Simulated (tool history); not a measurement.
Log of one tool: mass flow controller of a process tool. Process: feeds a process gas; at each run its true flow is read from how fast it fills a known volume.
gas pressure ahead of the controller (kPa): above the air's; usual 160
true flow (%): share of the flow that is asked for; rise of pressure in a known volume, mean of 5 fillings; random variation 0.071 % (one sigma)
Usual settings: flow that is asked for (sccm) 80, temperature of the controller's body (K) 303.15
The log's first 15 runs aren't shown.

run,hour,flow that is asked for (sccm),gas pressure ahead of the controller (kPa),temperature of the controller's body (K),hours of work since the controller was set to zero,hours of work since the controller was changed,true flow (%)
16,4227.4,80,160,300.15,5074,5074,101.68
17,4647,80,160,303.15,5244,5244,101.54
18,4826.7,80,160,303.15,5317,5317,101.59
19,5052.9,31,265,303.15,5409,5409,101.58
20,5388,31,265,303.15,5545,5545,101.61
21,5607.6,12,208,300.15,5635,5635,104.77
22,5951.2,12,208,300.15,5774,5774,104.74
23,6281.3,29,208,301.15,5909,5909,102.28
24,6525.6,29,208,301.15,6008,6008,102.31
25,6876.8,62,164,301.15,6151,6151,101.99
26,7169.7,62,164,301.15,6270,6270,102.01
27,7463.8,62,164,301.15,6389,6389,102.26
28,7748.2,14,164,301.15,6505,6505,104.91
# hour 7968.7: controller's zero set anew
29,8051.1,75,160,308.15,34,6628,100.73
30,8272.3,16,206,296.15,123,6718,100.98
31,8513.8,16,206,296.15,222,6816,101.01
32,8727.2,15,155,294.15,308,6903,101.4
33,9117.4,13,223,305.15,467,7061,100.5
34,9393.4,85,223,297.15,579,7174,101.93
35,9592.9,80,263,301.15,660,7255,101.38

4 ways to go on from here, each from the tool as it stands after run 35. What would each give?
A,9959.5,21,162,301.15,809,7404,?
B,9959.5,80,141,301.15,809,7404,?
C,9959.5,28,160,303.15,809,7404,?
D,9959.5,80,160,298.15,809,7404,?

run,true flow (%)
A,101.09
B,102.03
C,101.2
D,102
Without the tool's hidden state the same runs would have given:
run,true flow (%)
A,98.64
B,99.84
C,98.83
D,99.81

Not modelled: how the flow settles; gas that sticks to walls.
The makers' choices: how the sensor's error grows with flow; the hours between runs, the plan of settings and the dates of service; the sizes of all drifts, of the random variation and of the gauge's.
